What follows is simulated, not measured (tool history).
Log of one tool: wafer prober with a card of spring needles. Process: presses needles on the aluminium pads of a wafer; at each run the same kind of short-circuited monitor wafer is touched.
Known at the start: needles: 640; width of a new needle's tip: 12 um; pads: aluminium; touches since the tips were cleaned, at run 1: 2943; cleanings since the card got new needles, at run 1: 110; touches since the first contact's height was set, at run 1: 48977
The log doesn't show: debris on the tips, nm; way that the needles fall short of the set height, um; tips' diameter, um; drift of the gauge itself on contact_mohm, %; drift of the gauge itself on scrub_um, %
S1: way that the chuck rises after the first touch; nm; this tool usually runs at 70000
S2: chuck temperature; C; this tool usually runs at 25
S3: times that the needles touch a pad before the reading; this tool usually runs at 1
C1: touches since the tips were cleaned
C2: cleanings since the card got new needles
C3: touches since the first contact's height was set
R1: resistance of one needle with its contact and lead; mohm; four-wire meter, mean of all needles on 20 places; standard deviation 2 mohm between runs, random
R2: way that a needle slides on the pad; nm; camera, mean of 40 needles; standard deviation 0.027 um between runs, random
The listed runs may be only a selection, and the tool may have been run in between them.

| run | hour | S1 | S2 | S3 | C1 | C2 | C3 | R1 | R2 |
|---|---|---|---|---|---|---|---|---|---|
| 1 | 0 | 70000 | 25 | 1 | 2943 | 110 | 48977 | 278 | 13810 |
|  | 10.3 | tips cleaned on abrasive film |
|  | 27.3 | tips cleaned on abrasive film |
|  | 44.3 | tips cleaned on abrasive film |
| 2 | 45.2 | 67000 | 25 | 1 | 396 | 113 | 70008 | 247 | 13170 |
|  | 58.8 | tips cleaned on abrasive film |
|  | 72.4 | tips cleaned on abrasive film |
|  | 89.5 | tips cleaned on abrasive film |
|  | 106.5 | tips cleaned on abrasive film |
| 3 | 114.1 | 77000 | 25 | 1 | 3551 | 117 | 102132 | 279 | 15130 |
|  | 121 | tips cleaned on abrasive film |
|  | 138 | tips cleaned on abrasive film |
|  | 155 | tips cleaned on abrasive film |
|  | 168.6 | tips cleaned on abrasive film |
|  | 185.7 | tips cleaned on abrasive film |
|  | 199.3 | tips cleaned on abrasive film |
| 4 | 200.9 | 77000 | 25 | 1 | 738 | 123 | 142559 | 240 | 14980 |
|  | 214.5 | tips cleaned on abrasive film |
|  | 231.6 | tips cleaned on abrasive film |
|  | 248.6 | tips cleaned on abrasive film |
| 5 | 251.5 | 77000 | 25 | 1 | 1346 | 126 | 166128 | 256 | 14940 |
|  | 265.1 | tips cleaned on abrasive film |
|  | 282.1 | tips cleaned on abrasive film |
|  | 299.2 | tips cleaned on abrasive film |
| 6 | 312.4 | 77000 | 25 | 1 | 6225 | 129 | 194576 | 297 | 14890 |
|  | 315.9 | tips cleaned on abrasive film |
|  | 329.6 | tips cleaned on abrasive film |
|  | 346.6 | tips cleaned on abrasive film |
|  | 360.2 | tips cleaned on abrasive film |
|  | 377.3 | tips cleaned on abrasive film |
| 7 | 385.5 | 74000 | 58 | 1 | 3863 | 134 | 228600 | 296 | 14230 |
|  | 392.4 | tips cleaned on abrasive film |
|  | 406 | tips cleaned on abrasive film |
|  | 423 | tips cleaned on abrasive film |
|  | 430.1 | height of the first contact set anew |
|  | 437 | tips cleaned on abrasive film |
| 8 | 443.9 | 74000 | 58 | 1 | 3265 | 138 | 6440 | 291 | 14650 |
|  | 450.8 | tips cleaned on abrasive film |
|  | 467.9 | tips cleaned on abrasive film |
|  | 484.9 | tips cleaned on abrasive film |
|  | 501.9 | tips cleaned on abrasive film |
| 9 | 512.2 | 70000 | 94 | 1 | 4817 | 142 | 38250 | 309 | 13870 |
|  | 515.7 | tips cleaned on abrasive film |
|  | 532.7 | tips cleaned on abrasive film |
|  | 549.7 | tips cleaned on abrasive film |
| 10 | 560.3 | 70000 | 94 | 1 | 4937 | 145 | 60648 | 320 | 13790 |
|  | 563.7 | tips cleaned on abrasive film |
|  | 577.4 | tips cleaned on abrasive film |
|  | 594.4 | tips cleaned on abrasive film |
|  | 608 | tips cleaned on abrasive film |
|  | 625.1 | tips cleaned on abrasive film |
|  | 638.7 | tips cleaned on abrasive film |
| 11 | 644.2 | 70000 | 94 | 2 | 2577 | 151 | 99727 | 271 | 13760 |
|  | 654.5 | tips cleaned on abrasive film |
|  | 668.1 | tips cleaned on abrasive film |
|  | 685.1 | tips cleaned on abrasive film |
|  | 698.8 | tips cleaned on abrasive film |
|  | 714.9 | tips cleaned on abrasive film |
| 12 | 714.9 | 70000 | 94 | 2 | 0 | 156 | 132627 | 247 | 13620 |

Hidden state or all else? Some run-to-run changes of R1, split into what the settings, what came in and random variation would give without the hidden state, and what is left for the hidden state (with any gauge scatter that isn't in both results):
Run 10 -> 11: S3 1 -> 2, tips cleaned on abrasive film, tips cleaned on abrasive film, tips cleaned on abrasive film, tips cleaned on abrasive film, tips cleaned on abrasive film, tips cleaned on abrasive film. R1 -49 mohm: hidden state -48, all else -1.
